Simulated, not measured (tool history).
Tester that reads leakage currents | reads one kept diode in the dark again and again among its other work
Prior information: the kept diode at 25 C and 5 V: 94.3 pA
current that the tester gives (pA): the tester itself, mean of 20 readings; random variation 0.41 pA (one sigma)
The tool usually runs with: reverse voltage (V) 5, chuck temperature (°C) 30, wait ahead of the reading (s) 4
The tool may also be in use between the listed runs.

run	day	reverse voltage (V)	chuck temperature (°C)	wait ahead of the reading (s)	current that the tester gives (pA)
1	0	5	30	4	134.17
2	0.892	6.24	30	4	152.15
3	2.654	5	30	4	133.86
4	4.246	5	35	4	185.57
5	5.417	5	30	4	134.05
# day 5.662: chuck's temperature calibrated
6	6.388	5	30	4	129.97
7	8.108	5	30	4	129.57
# day 9.325: chuck's temperature calibrated, once more
8	9.862	5	38	4	240.83
9	11.646	5	38	4	241.67
10	12.433	5	56	0.36	736.62
11	13.879	5	56	0.36	729.78
12	15.3	5	58	4	822.77
13	16.262	4.68	53	6.83	589.86
14	17.062	4.68	21	0.39	78.28

Difference, measured minus no-hidden-state, one row per run. Run-to-run variation is common to both terms; the gauge's own scatter need not be:
Unlogged tool condition in this case: stray current of the dirty probe card, pA a volt; current scale over the true one, %; true chuck temperature over the reading, C; drift of the gauge itself on leakage_pa, %.
run	current that the tester gives (pA)
1	-1.25
2	-0.29
3	-1.33
4	-5.45
5	-1.47
6	-5.13
7	-5.19
8	+9.28
9	+8.98
10	+5.79
11	+4.59
12	+2.71
13	+3.66
14	+9.41

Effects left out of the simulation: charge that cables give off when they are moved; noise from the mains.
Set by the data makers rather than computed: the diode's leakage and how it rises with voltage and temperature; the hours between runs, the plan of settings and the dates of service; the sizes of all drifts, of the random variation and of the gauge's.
